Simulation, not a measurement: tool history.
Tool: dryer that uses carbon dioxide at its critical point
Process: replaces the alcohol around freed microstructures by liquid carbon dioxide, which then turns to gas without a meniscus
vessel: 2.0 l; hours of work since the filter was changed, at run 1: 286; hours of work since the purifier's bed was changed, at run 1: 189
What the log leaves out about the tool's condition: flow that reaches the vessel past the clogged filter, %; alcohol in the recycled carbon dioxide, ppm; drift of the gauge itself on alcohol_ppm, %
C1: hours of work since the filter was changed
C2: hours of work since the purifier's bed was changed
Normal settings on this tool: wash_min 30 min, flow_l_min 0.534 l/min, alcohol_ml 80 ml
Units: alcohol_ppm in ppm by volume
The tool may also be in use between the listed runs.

run 1 hour=0.0 | wash_min=30 flow_l_min=0.534 alcohol_ml=80 | C1=286 C2=189 | alcohol_ppm=194
run 2 hour=28.0 | wash_min=20 flow_l_min=0.534 alcohol_ml=80 | C1=296 C2=199 | alcohol_ppm=1026
run 3 hour=50.6 | wash_min=20 flow_l_min=0.534 alcohol_ml=80 | C1=304 C2=207 | alcohol_ppm=1033
run 4 hour=65.3 | wash_min=20 flow_l_min=0.534 alcohol_ml=80 | C1=309 C2=213 | alcohol_ppm=1054
run 5 hour=91.9 | wash_min=20 flow_l_min=0.511 alcohol_ml=80 | C1=319 C2=222 | alcohol_ppm=1229
run 6 hour=117.4 | wash_min=20 flow_l_min=0.511 alcohol_ml=80 | C1=328 C2=231 | alcohol_ppm=1241
run 7 hour=129.2 | wash_min=24 flow_l_min=0.534 alcohol_ml=80 | C1=332 C2=236 | alcohol_ppm=543
run 8 hour=152.9 | wash_min=24 flow_l_min=0.534 alcohol_ml=80 | C1=340 C2=244 | alcohol_ppm=525
run 9 hour=169.5 | wash_min=24 flow_l_min=0.534 alcohol_ml=80 | C1=346 C2=250 | alcohol_ppm=510
run 10 hour=181.8 | wash_min=35 flow_l_min=0.825 alcohol_ml=113 | C1=351 C2=254 | alcohol_ppm=68
run 11 hour=204.9 | wash_min=19 flow_l_min=0.534 alcohol_ml=56 | C1=359 C2=263 | alcohol_ppm=916
run 12 hour=225.2 | wash_min=30 flow_l_min=0.320 alcohol_ml=24 | C1=366 C2=270 | alcohol_ppm=572
run 13 hour=248.4 | wash_min=30 flow_l_min=0.320 alcohol_ml=24 | C1=375 C2=278 | alcohol_ppm=555
run 14 hour=266.6 | wash_min=30 flow_l_min=0.602 alcohol_ml=29 | C1=381 C2=285 | alcohol_ppm=106
run 15 hour=293.4 | wash_min=29 flow_l_min=0.536 alcohol_ml=86 | C1=391 C2=294 | alcohol_ppm=266
run 16 hour=318.0 | wash_min=28 flow_l_min=0.344 alcohol_ml=26 | C1=400 C2=303 | alcohol_ppm=604
run 17 hour=333.7 | wash_min=30 flow_l_min=0.348 alcohol_ml=30 | C1=405 C2=309 | alcohol_ppm=528

Branching from run 17: 5 alternative next runs. What would each branch give?
run A hour=349.4 | wash_min=34 flow_l_min=0.754 alcohol_ml=67 | C1=411 C2=314 | alcohol_ppm=?
run B hour=349.4 | wash_min=30 flow_l_min=0.751 alcohol_ml=100 | C1=411 C2=314 | alcohol_ppm=?
run C hour=349.4 | wash_min=27 flow_l_min=0.348 alcohol_ml=30 | C1=411 C2=314 | alcohol_ppm=?
run D hour=349.4 | wash_min=30 flow_l_min=0.769 alcohol_ml=80 | C1=411 C2=314 | alcohol_ppm=?
run E hour=349.4 | wash_min=27 flow_l_min=0.717 alcohol_ml=92 | C1=411 C2=314 | alcohol_ppm=?

run=A alcohol_ppm=77
run=B alcohol_ppm=85
run=C alcohol_ppm=733
run=D alcohol_ppm=91
run=E alcohol_ppm=129
With the hidden condition removed and each run's random variation left untouched, the same runs would have given:
run=A alcohol_ppm=5
run=B alcohol_ppm=8
run=C alcohol_ppm=575
run=D alcohol_ppm=14
run=E alcohol_ppm=45
